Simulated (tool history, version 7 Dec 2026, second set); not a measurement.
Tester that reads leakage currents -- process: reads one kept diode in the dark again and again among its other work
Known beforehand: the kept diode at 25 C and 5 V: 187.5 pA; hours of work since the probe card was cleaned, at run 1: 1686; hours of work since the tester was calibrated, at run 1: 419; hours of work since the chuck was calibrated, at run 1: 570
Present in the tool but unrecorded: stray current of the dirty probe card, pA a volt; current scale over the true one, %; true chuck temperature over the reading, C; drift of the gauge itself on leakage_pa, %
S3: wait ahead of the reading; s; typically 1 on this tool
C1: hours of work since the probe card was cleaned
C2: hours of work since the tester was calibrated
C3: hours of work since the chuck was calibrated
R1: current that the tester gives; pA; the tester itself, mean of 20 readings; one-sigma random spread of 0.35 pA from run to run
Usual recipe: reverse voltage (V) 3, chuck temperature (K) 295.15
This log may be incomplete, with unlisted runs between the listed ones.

{"run": 1, "hour": 0.0, "reverse voltage (V)": 3, "chuck temperature (K)": 295.15, "S3": 1, "C1": 1686, "C2": 419, "C3": 570, "R1": 130.54}
{"run": 2, "hour": 23.5, "reverse voltage (V)": 3, "chuck temperature (K)": 295.15, "S3": 1, "C1": 1699, "C2": 432, "C3": 583, "R1": 130.96}
{"run": 3, "hour": 40.1, "reverse voltage (V)": 3, "chuck temperature (K)": 329.15, "S3": 1, "C1": 1709, "C2": 441, "C3": 593, "R1": 1629.78}
{"run": 4, "hour": 64.6, "reverse voltage (V)": 3, "chuck temperature (K)": 329.15, "S3": 1, "C1": 1722, "C2": 455, "C3": 606, "R1": 1623.54}
{"run": 5, "hour": 82.5, "reverse voltage (V)": 3, "chuck temperature (K)": 329.15, "S3": 1, "C1": 1732, "C2": 465, "C3": 617, "R1": 1631.38}
{"run": 6, "hour": 114.7, "reverse voltage (V)": 3, "chuck temperature (K)": 329.15, "S3": 1, "C1": 1751, "C2": 483, "C3": 635, "R1": 1622.93}
{"run": 7, "hour": 140.5, "reverse voltage (V)": 3, "chuck temperature (K)": 329.15, "S3": 1, "C1": 1765, "C2": 498, "C3": 649, "R1": 1635.73}
{"run": 8, "hour": 159.8, "reverse voltage (V)": 3, "chuck temperature (K)": 295.15, "S3": 1, "C1": 1776, "C2": 509, "C3": 660, "R1": 132.57}
{"run": 9, "hour": 182.2, "reverse voltage (V)": 3, "chuck temperature (K)": 295.15, "S3": 1, "C1": 1789, "C2": 521, "C3": 673, "R1": 132.8}
{"run": 10, "hour": 195.9, "reverse voltage (V)": 3, "chuck temperature (K)": 295.15, "S3": 1, "C1": 1796, "C2": 529, "C3": 680, "R1": 132.96}
{"run": 11, "hour": 209.6, "reverse voltage (V)": 3, "chuck temperature (K)": 308.15, "S3": 1, "C1": 1804, "C2": 537, "C3": 688, "R1": 363.99}
{"run": 12, "hour": 223.4, "reverse voltage (V)": 1.2, "chuck temperature (K)": 298.15, "S3": 2.88, "C1": 1812, "C2": 544, "C3": 696, "R1": 108.11}
{"run": 13, "hour": 238.7, "reverse voltage (V)": 1.2, "chuck temperature (K)": 298.15, "S3": 2.88, "C1": 1820, "C2": 553, "C3": 704, "R1": 108.08}
{"run": 14, "hour": 256.2, "reverse voltage (V)": 16.84, "chuck temperature (K)": 295.15, "S3": 1, "C1": 1830, "C2": 563, "C3": 714, "R1": 327.92}
{"run": 15, "hour": 287.0, "reverse voltage (V)": 16.84, "chuck temperature (K)": 295.15, "S3": 1, "C1": 1848, "C2": 580, "C3": 732, "R1": 329.19}
{"run": 16, "hour": 310.3, "reverse voltage (V)": 13.88, "chuck temperature (K)": 295.15, "S3": 1, "C1": 1861, "C2": 593, "C3": 745, "R1": 296.35}
{"run": 17, "hour": 333.1, "reverse voltage (V)": 12.71, "chuck temperature (K)": 321.15, "S3": 1, "C1": 1874, "C2": 606, "C3": 758, "R1": 1878.96}
{"run": 18, "hour": 350.6, "reverse voltage (V)": 4.61, "chuck temperature (K)": 313.15, "S3": 0.48, "C1": 1883, "C2": 616, "C3": 767, "R1": 656.31}
{"run": 19, "hour": 375.3, "reverse voltage (V)": 3, "chuck temperature (K)": 303.15, "S3": 3.91, "C1": 1897, "C2": 630, "C3": 781, "R1": 251.69}
{"run": 20, "hour": 394.3, "reverse voltage (V)": 1.52, "chuck temperature (K)": 306.15, "S3": 3.78, "C1": 1908, "C2": 641, "C3": 792, "R1": 228.11}
{"run": 21, "hour": 427.3, "reverse voltage (V)": 6.19, "chuck temperature (K)": 330.15, "S3": 1, "C1": 1927, "C2": 659, "C3": 811, "R1": 2503.16}
{"run": 22, "hour": 452.9, "reverse voltage (V)": 1.45, "chuck temperature (K)": 293.15, "S3": 8.36, "C1": 1941, "C2": 674, "C3": 825, "R1": 80.4}

What if the next run were any one of these 4? Each begins from the tool's condition after run 22:
{"run": "A", "hour": 469.3, "reverse voltage (V)": 8.03, "chuck temperature (K)": 313.15, "S3": 1.37, "C1": 1950, "C2": 683, "C3": 834, "R1": "?"}
{"run": "B", "hour": 469.3, "reverse voltage (V)": 2.06, "chuck temperature (K)": 293.15, "S3": 8.36, "C1": 1950, "C2": 683, "C3": 834, "R1": "?"}
{"run": "C", "hour": 469.3, "reverse voltage (V)": 1.45, "chuck temperature (K)": 297.15, "S3": 8.36, "C1": 1950, "C2": 683, "C3": 834, "R1": "?"}
{"run": "D", "hour": 469.3, "reverse voltage (V)": 1.45, "chuck temperature (K)": 307.15, "S3": 0.32, "C1": 1950, "C2": 683, "C3": 834, "R1": "?"}

run=A R1=865.02
run=B R1=96.21
run=C R1=111.33
run=D R1=240.68
Without the tool's unlogged condition, the same runs would have read:
run=A R1=770.49
run=B R1=81.51
run=C R1=97.09
run=D R1=215.84

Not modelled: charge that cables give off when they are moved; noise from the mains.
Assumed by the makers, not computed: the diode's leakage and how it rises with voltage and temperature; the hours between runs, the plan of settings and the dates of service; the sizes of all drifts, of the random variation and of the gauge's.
